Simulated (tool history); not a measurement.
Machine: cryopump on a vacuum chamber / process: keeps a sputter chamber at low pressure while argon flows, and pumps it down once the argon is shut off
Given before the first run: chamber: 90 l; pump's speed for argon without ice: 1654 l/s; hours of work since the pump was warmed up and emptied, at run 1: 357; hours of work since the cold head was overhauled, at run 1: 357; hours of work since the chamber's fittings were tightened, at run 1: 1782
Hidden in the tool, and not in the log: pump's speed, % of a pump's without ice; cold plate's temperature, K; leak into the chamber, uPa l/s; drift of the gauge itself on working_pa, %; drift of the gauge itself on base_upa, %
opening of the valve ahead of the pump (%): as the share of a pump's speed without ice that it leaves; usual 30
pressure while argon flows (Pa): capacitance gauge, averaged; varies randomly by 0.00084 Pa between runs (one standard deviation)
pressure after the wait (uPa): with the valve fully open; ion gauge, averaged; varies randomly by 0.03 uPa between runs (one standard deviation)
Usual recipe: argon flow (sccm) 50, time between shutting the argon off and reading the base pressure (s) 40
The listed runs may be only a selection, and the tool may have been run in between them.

run   hour  argon flow (sccm)  time between shutting the argon off and reading the base pressure (s)  opening of the valve ahead of the pump (%)  hours of work since the pump was warmed up and emptied  hours of work since the cold head was overhauled  hours of work since the chamber's fittings were tightened  pressure while argon flows (Pa)  pressure after the wait (uPa)
  1      0                 50                                                                     40                                          30                                                     357                                               357                                                       1782                           0.1739                           2.22
  2   21.1                 45                                                                     40                                          30                                                     368                                               368                                                       1793                            0.158                           2.15
  3   48.6                 89                                                                     40                                          30                                                     382                                               382                                                       1807                           0.3133                           2.08
  4   68.4                 89                                                                     40                                          30                                                     392                                               392                                                       1817                           0.3105                           2.12
  5   83.2                 89                                                                     40                                          30                                                     400                                               400                                                       1825                           0.3117                           2.13
  6  110.8                 89                                                                     40                                          30                                                     414                                               414                                                       1839                           0.3138                           2.13
  7  131.3                 89                                                                     40                                          30                                                     424                                               424                                                       1850                           0.3112                           2.16
  8  153.3                 89                                                                     40                                          30                                                     436                                               436                                                       1861                           0.3121                            2.1
  9  181.9                 89                                                                     40                                          30                                                     450                                               450                                                       1876                           0.3104                           2.17
 10  207.2                 50                                                                     40                                          30                                                     463                                               463                                                       1889                           0.1759                           2.18
 11  223.3                 50                                                                     40                                          30                                                     472                                               472                                                       1897                           0.1762                           2.14
 12  242.3                 50                                                                     40                                          30                                                     481                                               481                                                       1907                           0.1759                           2.14
 13  263.7                 50                                                                     40                                          16                                                     492                                               492                                                       1918                           0.3251                           2.23
 14  291.9                 50                                                                     40                                          17                                                     507                                               507                                                       1932                           0.3078                           2.17
 15  309.3                 50                                                                     40                                          17                                                     516                                               516                                                       1941                           0.3069                           2.08
 16  328.4                 50                                                                     40                                          23                                                     526                                               526                                                       1951                           0.2276                           2.25
 17    340                 50                                                                     40                                          23                                                     532                                               532                                                       1957                           0.2282                           2.26
 18  355.9                 50                                                                     40                                          23                                                     540                                               540                                                       1965                           0.2292                           2.23
 19  380.4                 50                                                                    123                                          23                                                     552                                               552                                                       1978                           0.2284                           1.39
 20  395.3                 97                                                                     25                                          30                                                     560                                               560                                                       1985                           0.3433                           2.91
 21  415.5                 36                                                                     40                                          30                                                     570                                               570                                                       1996                           0.1278                           2.33
 22  440.5                 84                                                                     84                                          18                                                     583                                               583                                                       2008                           0.4899                           1.61
 23  455.2                 84                                                                     84                                          18                                                     591                                               591                                                       2016                           0.4861                           1.52
 24  469.9                 24                                                                     40                                          41                                                     598                                               598                                                       2024                           0.0631                           2.26
 25    491                 24                                                                     40                                          41                                                     609                                               609                                                       2034                           0.0635                           2.26
 26  508.7                 91                                                                     69                                          54                                                     618                                               618                                                       2044                           0.1843                           1.71
 27  523.6                 91                                                                     69                                          19                                                     626                                               626                                                       2051                           0.5048                           1.71
 28  542.4                 20                                                                    253                                          43                                                     636                                               636                                                       2061                           0.0501                           1.16
 29  562.3                 96                                                                     23                                          54                                                     646                                               646                                                       2071                           0.1962                           3.24

The next listed run, before its measurement:
 30  584.8                 52                                                                     23                                          43                                                     657                                               657                                                       2083                                ?                              ?

{"run 30": {"pressure while argon flows (Pa)": 0.132, "pressure after the wait (uPa)": 3.22}}
Were there no unlogged condition in the tool, this run, its random variation unchanged, would have produced pressure while argon flows (Pa) 0.1237, pressure after the wait (uPa) 2.43.
